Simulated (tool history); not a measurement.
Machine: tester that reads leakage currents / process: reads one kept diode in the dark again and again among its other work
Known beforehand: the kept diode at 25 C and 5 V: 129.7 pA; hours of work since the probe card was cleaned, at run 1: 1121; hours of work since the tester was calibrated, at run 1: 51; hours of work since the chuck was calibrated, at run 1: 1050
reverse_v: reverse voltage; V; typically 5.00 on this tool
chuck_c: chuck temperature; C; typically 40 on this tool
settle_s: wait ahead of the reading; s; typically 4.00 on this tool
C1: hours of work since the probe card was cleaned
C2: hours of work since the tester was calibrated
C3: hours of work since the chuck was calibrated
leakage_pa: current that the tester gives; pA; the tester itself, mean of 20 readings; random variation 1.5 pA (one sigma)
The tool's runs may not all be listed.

run 1 hour=0.0 | reverse_v=5.00 chuck_c=40 settle_s=4.00 | C1=1121 C2=51 C3=1050 | leakage_pa=541.13
run 2 hour=23.7 | reverse_v=5.00 chuck_c=40 settle_s=4.00 | C1=1132 C2=63 C3=1061 | leakage_pa=542.03
run 3 hour=57.7 | reverse_v=13.03 chuck_c=40 settle_s=4.00 | C1=1148 C2=79 C3=1078 | leakage_pa=763.81
run 4 hour=91.5 | reverse_v=13.03 chuck_c=25 settle_s=4.00 | C1=1165 C2=95 C3=1094 | leakage_pa=218.25
run 5 hour=107.6 | reverse_v=5.00 chuck_c=40 settle_s=4.00 | C1=1172 C2=103 C3=1102 | leakage_pa=540.16
run 6 hour=134.4 | reverse_v=5.00 chuck_c=40 settle_s=4.00 | C1=1185 C2=115 C3=1114 | leakage_pa=543.59
run 7 hour=149.4 | reverse_v=5.00 chuck_c=40 settle_s=4.00 | C1=1192 C2=123 C3=1121 | leakage_pa=542.81
run 8 hour=179.2 | reverse_v=5.00 chuck_c=40 settle_s=4.00 | C1=1207 C2=137 C3=1136 | leakage_pa=547.54
run 9 hour=205.1 | reverse_v=5.00 chuck_c=40 settle_s=4.00 | C1=1219 C2=149 C3=1148 | leakage_pa=544.40
run 10 hour=226.3 | reverse_v=5.00 chuck_c=40 settle_s=4.00 | C1=1229 C2=159 C3=1158 | leakage_pa=544.10
run 11 hour=255.0 | reverse_v=5.00 chuck_c=40 settle_s=4.00 | C1=1243 C2=173 C3=1172 | leakage_pa=544.91
run 12 hour=275.1 | reverse_v=5.00 chuck_c=40 settle_s=4.00 | C1=1252 C2=183 C3=1182 | leakage_pa=546.61
run 13 hour=306.3 | reverse_v=5.00 chuck_c=40 settle_s=4.00 | C1=1267 C2=198 C3=1196 | leakage_pa=547.88
run 14 hour=340.3 | reverse_v=5.00 chuck_c=40 settle_s=4.00 | C1=1284 C2=214 C3=1213 | leakage_pa=546.42
run 15 hour=364.0 | reverse_v=5.27 chuck_c=40 settle_s=4.00 | C1=1295 C2=225 C3=1224 | leakage_pa=560.77
run 16 hour=381.9 | reverse_v=4.19 chuck_c=40 settle_s=4.00 | C1=1303 C2=234 C3=1233 | leakage_pa=513.01
run 17 hour=412.9 | reverse_v=12.39 chuck_c=40 settle_s=4.00 | C1=1318 C2=249 C3=1247 | leakage_pa=761.92
run 18 hour=427.6 | reverse_v=5.31 chuck_c=51 settle_s=4.00 | C1=1325 C2=256 C3=1254 | leakage_pa=1364.42
run 19 hour=458.5 | reverse_v=5.31 chuck_c=51 settle_s=4.00 | C1=1340 C2=270 C3=1269 | leakage_pa=1367.98
run 20 hour=486.3 | reverse_v=1.66 chuck_c=40 settle_s=0.48 | C1=1353 C2=284 C3=1282 | leakage_pa=374.49
run 21 hour=500.8 | reverse_v=3.90 chuck_c=60 settle_s=1.25 | C1=1360 C2=291 C3=1289 | leakage_pa=2441.22
run 22 hour=524.0 | reverse_v=4.84 chuck_c=59 settle_s=1.75 | C1=1371 C2=302 C3=1300 | leakage_pa=2439.77
run 23 hour=546.5 | reverse_v=4.84 chuck_c=59 settle_s=1.75 | C1=1382 C2=312 C3=1311 | leakage_pa=2446.84
run 24 hour=564.7 | reverse_v=4.84 chuck_c=59 settle_s=1.75 | C1=1391 C2=321 C3=1320 | leakage_pa=2435.51
run 25 hour=586.0 | reverse_v=2.19 chuck_c=28 settle_s=1.51 | C1=1401 C2=331 C3=1330 | leakage_pa=147.16
run 26 hour=605.7 | reverse_v=2.19 chuck_c=28 settle_s=1.51 | C1=1410 C2=341 C3=1340 | leakage_pa=147.65
run 27 hour=639.6 | reverse_v=2.19 chuck_c=28 settle_s=1.51 | C1=1427 C2=357 C3=1356 | leakage_pa=146.93
run 28 hour=664.3 | reverse_v=2.19 chuck_c=28 settle_s=1.51 | C1=1438 C2=369 C3=1368 | leakage_pa=147.91
run 29 hour=690.7 | reverse_v=3.41 chuck_c=28 settle_s=2.62 | C1=1451 C2=381 C3=1380 | leakage_pa=174.25
run 30 hour=707.3 | reverse_v=3.41 chuck_c=28 settle_s=2.62 | C1=1459 C2=389 C3=1388 | leakage_pa=175.17
run 31 hour=738.6 | reverse_v=3.41 chuck_c=28 settle_s=1.20 | C1=1474 C2=404 C3=1403 | leakage_pa=173.86
run 32 hour=762.2 | reverse_v=3.35 chuck_c=44 settle_s=1.48 | C1=1485 C2=415 C3=1414 | leakage_pa=673.71
run 33 hour=784.1 | reverse_v=2.99 chuck_c=44 settle_s=1.60 | C1=1496 C2=426 C3=1425 | leakage_pa=644.69
run 34 hour=810.6 | reverse_v=2.99 chuck_c=44 settle_s=1.60 | C1=1508 C2=439 C3=1437 | leakage_pa=645.12

Some steps in leakage_pa between neighbouring runs. How much of each would the tool show without its hidden state too (settings, what came in, random variation), and how much is left for the hidden state, with any gauge scatter that isn't in both results?
Unlogged tool condition in this case: stray current of the dirty probe card, pA a volt; current scale over the true one, %; true chuck temperature over the reading, C; drift of the gauge itself on leakage_pa, %.
Run 19 -> 20: reverse_v 5.31 -> 1.66, chuck_c 51 -> 40, settle_s 4.00 -> 0.48. leakage_pa -993.49 pA: hidden state -85.03, all else -908.46.
Run 20 -> 21: reverse_v 1.66 -> 3.90, chuck_c 40 -> 60, settle_s 0.48 -> 1.25. leakage_pa +2066.73 pA: hidden state +163.65, all else +1903.08.
Run 24 -> 25: reverse_v 4.84 -> 2.19, chuck_c 59 -> 28, settle_s 1.75 -> 1.51. leakage_pa -2288.35 pA: hidden state -187.88, all else -2100.47.
